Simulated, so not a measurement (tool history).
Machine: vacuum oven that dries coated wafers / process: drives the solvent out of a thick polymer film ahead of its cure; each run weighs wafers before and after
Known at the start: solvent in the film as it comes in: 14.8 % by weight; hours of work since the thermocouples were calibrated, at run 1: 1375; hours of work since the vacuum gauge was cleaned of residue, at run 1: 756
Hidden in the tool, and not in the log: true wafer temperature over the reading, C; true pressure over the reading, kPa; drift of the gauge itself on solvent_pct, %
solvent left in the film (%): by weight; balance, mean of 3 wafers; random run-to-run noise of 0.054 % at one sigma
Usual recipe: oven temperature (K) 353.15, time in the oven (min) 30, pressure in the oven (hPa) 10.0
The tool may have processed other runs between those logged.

run	hour	oven temperature (K)	time in the oven (min)	pressure in the oven (hPa)	hours of work since the thermocouples were calibrated	hours of work since the vacuum gauge was cleaned of residue	solvent left in the film (%)
1	0.0	353.15	30	10.0	1375	756	3.13
2	23.4	353.15	30	10.0	1393	774	3.12
3	64.8	353.15	30	5.8	1424	805	2.88
4	96.6	353.15	30	31.8	1448	829	4.75
5	123.3	353.15	30	31.8	1468	850	4.74
6	176.5	343.15	30	10.0	1508	890	6.72
7	226.8	353.15	30	10.0	1546	928	3.30
8	280.2	353.15	30	10.0	1587	968	3.27
9	324.2	353.15	30	10.0	1620	1001	3.28
10	361.0	353.15	30	10.0	1648	1029	3.34
# hour 377.9: oven's thermocouples calibrated
11	394.7	350.15	30	10.0	13	1053	3.06
12	428.9	350.15	30	10.0	39	1079	3.01
# hour 467.5: vacuum gauge cleaned of residue and calibrated
13	475.6	350.15	30	10.0	73	6	2.92
14	515.1	353.15	30	10.0	103	36	2.21
15	552.5	345.15	30	10.0	131	64	4.94
16	600.8	353.15	30	10.0	167	101	2.29
17	641.2	353.15	30	10.2	198	131	2.30
18	683.8	353.15	34	10.0	230	164	1.93
19	713.6	353.15	34	10.0	253	186	1.98
20	767.3	353.15	34	10.0	293	227	1.98
21	796.7	359.15	36	8.4	316	249	0.76
22	822.7	362.15	30	10.0	335	269	0.83
23	878.4	367.15	17	8.5	377	311	0.97
24	932.1	367.15	17	8.5	418	351	0.91
25	986.9	353.15	26	10.0	459	393	2.87
26	1010.1	353.15	19	10.0	477	410	4.12
27	1054.7	353.15	43	9.3	511	444	1.54
28	1106.5	364.15	43	9.3	550	483	0.58
29	1156.5	345.15	30	10.0	588	521	5.24
30	1196.7	345.15	49	10.0	618	551	3.36
31	1238.6	368.15	53	11.4	650	583	0.60
32	1270.8	346.15	17	18.6	674	607	7.74
33	1321.8	366.15	30	10.0	713	646	0.65
34	1355.8	366.15	30	10.0	738	672	0.59
35	1403.7	354.15	21	18.3	775	708	4.18
36	1447.2	354.15	21	18.3	807	741	4.09
37	1498.4	354.15	21	18.3	846	779	4.24
38	1554.7	346.15	31	32.0	889	822	6.78
39	1607.9	346.15	31	32.0	929	862	6.74
40	1664.1	346.15	22	32.0	971	905	7.93

How the hidden state differs across the entries between the runs, from the last listed run before each to the first after it:
Between runs 10 and 11: oven's thermocouples calibrated (hour 377.9)
  true wafer temperature over the reading, C: -3.95 -> -0.21; true pressure over the reading, kPa: 0.175 -> 0.179
  difference, measured minus the result without the unlogged condition, solvent left in the film (%): +1.25 -> +0.20
Between runs 12 and 13: vacuum gauge cleaned of residue and calibrated (hour 467.5)
  true wafer temperature over the reading, C: -0.26 -> -0.34; true pressure over the reading, kPa: 0.184 -> 0.001
  difference, measured minus the result without the unlogged condition, solvent left in the film (%): +0.22 -> +0.10

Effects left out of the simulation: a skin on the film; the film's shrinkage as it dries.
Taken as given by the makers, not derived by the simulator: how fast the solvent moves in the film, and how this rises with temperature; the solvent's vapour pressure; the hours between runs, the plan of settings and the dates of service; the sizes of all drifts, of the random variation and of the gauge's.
